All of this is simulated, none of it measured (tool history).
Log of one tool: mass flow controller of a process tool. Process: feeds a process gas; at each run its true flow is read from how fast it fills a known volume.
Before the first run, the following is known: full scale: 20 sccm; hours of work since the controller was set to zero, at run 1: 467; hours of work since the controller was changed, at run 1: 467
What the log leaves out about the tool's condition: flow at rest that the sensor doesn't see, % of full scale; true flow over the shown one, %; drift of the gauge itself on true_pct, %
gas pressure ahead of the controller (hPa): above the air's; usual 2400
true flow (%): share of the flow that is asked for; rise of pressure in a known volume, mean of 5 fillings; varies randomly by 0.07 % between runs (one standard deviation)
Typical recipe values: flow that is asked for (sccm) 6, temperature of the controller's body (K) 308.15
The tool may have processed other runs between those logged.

run	hour	flow that is asked for (sccm)	gas pressure ahead of the controller (hPa)	temperature of the controller's body (K)	hours of work since the controller was set to zero	hours of work since the controller was changed	true flow (%)
1	0.0	6	2400	308.15	467	467	98.17
2	45.2	6	2400	308.15	486	486	98.39
3	95.9	6	2400	308.15	507	507	98.53
4	145.7	6	2400	308.15	528	528	98.66
5	207.9	6	2400	308.15	554	554	98.84
6	272.9	6	2400	308.15	582	582	98.90
7	356.4	6	2400	308.15	617	617	99.03
8	434.5	6	2400	308.15	649	649	99.32
9	484.4	6	2400	308.15	670	670	99.59
10	553.8	2	2400	308.15	700	700	99.20
11	621.4	2	2400	308.15	728	728	99.33
12	669.0	16	2400	308.15	748	748	101.35
13	729.3	16	2400	308.15	773	773	101.48
# hour 779.0: gauge calibrated
14	807.1	16	2400	308.15	806	806	99.70
15	887.3	6	2400	306.15	840	840	98.48
16	971.3	6	2400	308.15	875	875	98.68
17	1049.3	6	2400	308.15	908	908	99.08
18	1119.5	6	2400	308.15	937	937	99.17
19	1162.4	6	2400	308.15	955	955	99.29
20	1226.2	6	2400	308.15	982	982	99.40
21	1263.4	6	2400	308.15	997	997	99.53
22	1313.5	6	2400	308.15	1018	1018	99.61
23	1361.9	6	2400	308.15	1039	1039	99.91
24	1441.8	6	2400	308.15	1072	1072	99.96
25	1481.2	6	2400	308.15	1089	1089	100.07
26	1529.8	19	1950	306.15	1109	1109	102.21
27	1582.5	12	2500	305.15	1131	1131	100.95
28	1650.9	6	2440	310.15	1160	1160	100.61
29	1699.6	6	2440	310.15	1181	1181	100.72
30	1743.0	6	2440	310.15	1199	1199	100.79
31	1791.2	6	2440	310.15	1219	1219	100.94
32	1853.6	2	2400	295.15	1245	1245	99.87
33	1944.5	2	2400	295.15	1283	1283	99.78
34	1991.4	9	2400	308.15	1303	1303	101.75
35	2050.2	9	2400	308.15	1328	1328	101.91
36	2142.2	10	2120	301.15	1366	1366	102.22
37	2212.8	10	2120	301.15	1396	1396	102.42
38	2272.8	6	2330	307.15	1421	1421	102.19
39	2355.2	6	1710	308.15	1456	1456	102.72
40	2446.4	6	1430	300.15	1494	1494	102.80
41	2497.1	6	2510	304.15	1515	1515	102.41
42	2552.9	5	1900	307.15	1539	1539	102.93
43	2596.6	6	2380	307.15	1557	1557	102.83
44	2659.2	13	2230	306.15	1583	1583	104.14
45	2710.2	4	1790	308.15	1605	1605	103.34
46	2764.0	4	1790	308.15	1627	1627	103.43
47	2844.3	4	1790	308.15	1661	1661	103.72
48	2889.8	8	2400	308.15	1680	1680	103.95

Forecast each of these 4 alternatives for the next run:
A	2933.0	9	1860	307.15	1698	1698	?
B	2933.0	8	2400	310.15	1698	1698	?
C	2933.0	14	2200	308.15	1698	1698	?
D	2933.0	5	2730	309.15	1698	1698	?

run	true flow (%)
A	104.38
B	104.20
C	104.99
D	103.41
Take away the tool's hidden state, keep each run's random variation, and the runs would have read:
run	true flow (%)
A	98.89
B	98.72
C	99.47
D	97.97
